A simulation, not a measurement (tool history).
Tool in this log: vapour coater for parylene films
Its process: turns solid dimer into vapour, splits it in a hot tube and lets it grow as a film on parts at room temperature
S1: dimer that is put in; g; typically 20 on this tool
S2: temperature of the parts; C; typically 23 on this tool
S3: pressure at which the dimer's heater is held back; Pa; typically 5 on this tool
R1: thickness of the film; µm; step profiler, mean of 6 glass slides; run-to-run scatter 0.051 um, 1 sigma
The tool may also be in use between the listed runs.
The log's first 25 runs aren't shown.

run	hour	S1	S2	S3	R1
26	472.1	10	20	10.36	2.96
27	487	10	20	10.36	2.88
28	512.7	10	27	3.61	2.47
29	538.4	20	23	2.17	6.27
30	557.1	11	26	9.48	2.46
31	578.8	20	20	2.06	7.02
32	594.7	11	34	7.91	1.72
33	608.6	11	34	9.47	1.66
34	634.3	10	30	3.22	2.1
35	650.7	14	30	6.73	2.67
36	665.1	14	30	6.73	2.62
37	686.1	14	30	6.73	2.6
38	705.8	14	30	6.73	2.62
39	722	9	21	5	2.61
40	734.7	20	21	11.29	5.27
41	751.5	36	27	4.51	8.13
# hour 766.9: trap's valve overhauled
42	770.5	26	26	5	6.9
43	782.9	26	26	5	6.86
44	795.6	26	26	5	6.92
45	813.1	26	26	5	6.81
46	828.8	26	26	5	6.83

Each row is a separate what-if for the run after 46, all from the same tool condition, not one after another. Results?
A	840.1	23	32	4.9	?
B	840.1	16	31	3.78	?
C	840.1	30	26	8.86	?
D	840.1	26	21	5	?

run	R1
A	4.64
B	3.46
C	7.19
D	8.48
Stripped of hidden state, with their random variation kept, the same runs would have yielded:
run	R1
A	4.6
B	3.43
C	7.13
D	8.4

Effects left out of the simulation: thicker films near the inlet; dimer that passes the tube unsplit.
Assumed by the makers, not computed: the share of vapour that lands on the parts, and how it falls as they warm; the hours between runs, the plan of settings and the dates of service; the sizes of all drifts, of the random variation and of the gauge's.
